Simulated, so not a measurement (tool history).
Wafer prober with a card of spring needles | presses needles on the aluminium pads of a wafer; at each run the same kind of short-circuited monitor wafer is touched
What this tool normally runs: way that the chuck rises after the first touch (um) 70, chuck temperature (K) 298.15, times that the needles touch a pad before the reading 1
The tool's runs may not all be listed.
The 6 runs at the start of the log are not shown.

run   hour  way that the chuck rises after the first touch (um)  chuck temperature (K)  times that the needles touch a pad before the reading  touches since the tips were cleaned  cleanings since the card got new needles  touches since the first contact's height was set  resistance of one needle with its contact and lead (mohm)  way that a needle slides on the pad (um)
       115  -- tips cleaned on abrasive film
     119.4  -- height of the first contact set anew
     127.4  -- tips cleaned on abrasive film
  7  127.5                                                   70                 298.15                                                      1                                   40                                        95                                              4938                                                        175                                     11.91
     138.4  -- tips cleaned on abrasive film
     150.5  -- tips cleaned on abrasive film
  8  150.5                                                   70                 298.15                                                      1                                    0                                        97                                             19160                                                        178                                     11.86
     162.3  -- tips cleaned on abrasive film
       174  -- tips cleaned on abrasive film
  9  174.3                                                   70                 382.15                                                      1                                  172                                        99                                             33889                                                        197                                     11.85
     186.2  -- tips cleaned on abrasive film
 10    188                                                   70                 382.15                                                      1                                 1088                                       100                                             42344                                                        216                                     11.78
     198.2  -- tips cleaned on abrasive film
 11  201.6                                                   70                 298.15                                                      1                                 2097                                       101                                             50739                                                        222                                     11.78
     209.8  -- tips cleaned on abrasive film
     222.2  -- tips cleaned on abrasive film
 12  227.3                                                   70                 298.15                                                      1                                 3195                                       103                                             66668                                                        239                                     11.74
     233.4  -- tips cleaned on abrasive film
     243.2  -- height of the first contact set anew
     244.8  -- tips cleaned on abrasive film
 13  251.6                                                   70                 298.15                                                      1                                 4236                                       105                                              5187                                                        257                                     11.87
     256.7  -- tips cleaned on abrasive film
       269  -- tips cleaned on abrasive film
 14  279.4                                                   70                 298.15                                                      1                                 6497                                       107                                             22362                                                        272                                     11.87
     281.8  -- tips cleaned on abrasive film
     294.2  -- tips cleaned on abrasive film
 15  297.2                                                   70                 298.15                                                      1                                 1846                                       109                                             33319                                                        228                                     11.82
     305.3  -- tips cleaned on abrasive film
 16  315.9                                                   70                 298.15                                                      1                                 6613                                       110                                             44950                                                        281                                     11.79
     317.7  -- tips cleaned on abrasive film
     328.9  -- tips cleaned on abrasive film
     340.3  -- tips cleaned on abrasive film
 17  340.3                                                   70                 299.15                                                      2                                    0                                       113                                             59943                                                        176                                     11.74
     353.3  -- tips cleaned on abrasive film
     364.3  -- tips cleaned on abrasive film
     364.6  -- height of the first contact set anew
 18  372.6                                                   64                 298.15                                                      1                                 4998                                       115                                              4998                                                        278                                     10.87
     377.9  -- tips cleaned on abrasive film
     389.1  -- tips cleaned on abrasive film
 19  399.3                                                   73                 346.15                                                      2                                 6342                                       117                                             21479                                                        239                                     12.38
     401.7  -- tips cleaned on abrasive film
     412.5  -- tips cleaned on abrasive film
 20  412.9                                                   59                 346.15                                                      3                                  219                                       119                                             29827                                                        199                                      9.96
     425.5  -- tips cleaned on abrasive film
     438.6  -- tips cleaned on abrasive film
 21  438.6                                                   73                 363.15                                                      2                                    0                                       121                                             45736                                                        187                                      12.3

Run 22, settings as shown, results not yet in. Your forecast:
     450.2  -- tips cleaned on abrasive film
 22  453.1                                                   73                 363.15                                                      2                                 1820                                       122                                             54733                                                          ?                                         ?

Run 22 yielded resistance of one needle with its contact and lead (mohm) 212, way that a needle slides on the pad (um) 12.31.
Without the tool's hidden state the same run would have given resistance of one needle with its contact and lead (mohm) 174, way that a needle slides on the pad (um) 12.44.

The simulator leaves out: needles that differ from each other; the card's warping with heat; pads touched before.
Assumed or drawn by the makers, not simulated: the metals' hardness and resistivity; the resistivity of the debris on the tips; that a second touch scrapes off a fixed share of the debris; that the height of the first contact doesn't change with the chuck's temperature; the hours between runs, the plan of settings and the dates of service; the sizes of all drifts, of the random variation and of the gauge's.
